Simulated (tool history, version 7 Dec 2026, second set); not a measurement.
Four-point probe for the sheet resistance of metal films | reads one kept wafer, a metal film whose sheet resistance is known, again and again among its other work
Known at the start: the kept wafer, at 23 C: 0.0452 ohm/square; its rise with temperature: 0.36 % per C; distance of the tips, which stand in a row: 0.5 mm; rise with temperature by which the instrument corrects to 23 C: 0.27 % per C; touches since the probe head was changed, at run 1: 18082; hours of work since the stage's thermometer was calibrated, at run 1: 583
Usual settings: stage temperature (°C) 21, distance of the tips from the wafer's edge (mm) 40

| run | hour | stage temperature (°C) | distance of the tips from the wafer's edge (mm) | touches since the probe head was changed | hours of work since the stage's thermometer was calibrated | sheet resistance as the instrument gives it (ohm/square) |
|---|---|---|---|---|---|---|
| 1 | 0.0 | 21 | 40 | 18082 | 583 | 0.045434 |
| 2 | 66.5 | 21 | 28 | 19658 | 618 | 0.045426 |
| 3 | 133.4 | 21 | 46 | 21241 | 653 | 0.045440 |
| 4 | 210.4 | 21 | 26 | 23064 | 693 | 0.045445 |
| 5 | 268.2 | 33 | 40 | 24434 | 724 | 0.045961 |
| 6 | 323.0 | 33 | 40 | 25732 | 752 | 0.045967 |
| 7 | 355.0 | 33 | 40 | 26488 | 769 | 0.045970 |
| 8 | 408.1 | 33 | 40 | 27747 | 797 | 0.045984 |
| 9 | 461.5 | 21 | 40 | 29011 | 825 | 0.045472 |
| 10 | 496.5 | 20 | 55 | 29840 | 843 | 0.045418 |
| 11 | 528.0 | 34 | 24 | 30586 | 860 | 0.046045 |
| 12 | 578.2 | 27 | 24 | 31775 | 886 | 0.045744 |
| 13 | 615.9 | 31 | 3 | 32667 | 906 | 0.046574 |
| 14 | 690.8 | 20 | 7 | 34441 | 945 | 0.045559 |
| 15 | 756.7 | 20 | 7 | 36001 | 980 | 0.045565 |
| 16 | 802.4 | 22 | 26 | 37084 | 1004 | 0.045550 |
| 17 | 860.0 | 32 | 14 | 38448 | 1034 | 0.045998 |
| 18 | 911.9 | 32 | 14 | 39678 | 1061 | 0.046020 |

Forecast each of these 3 alternatives for the next run:
| A | 971.9 | 25 | 3 | 41099 | 1093 | ? |
| B | 971.9 | 23 | 14 | 41099 | 1093 | ? |
| C | 971.9 | 34 | 39 | 41099 | 1093 | ? |

| run | sheet resistance as the instrument gives it (ohm/square) |
|---|---|
| A | 0.046346 |
| B | 0.045624 |
| C | 0.046075 |
Without the tool's hidden state the same runs would have given:
| run | sheet resistance as the instrument gives it (ohm/square) |
|---|---|
| A | 0.045947 |
| B | 0.045232 |
| C | 0.045680 |
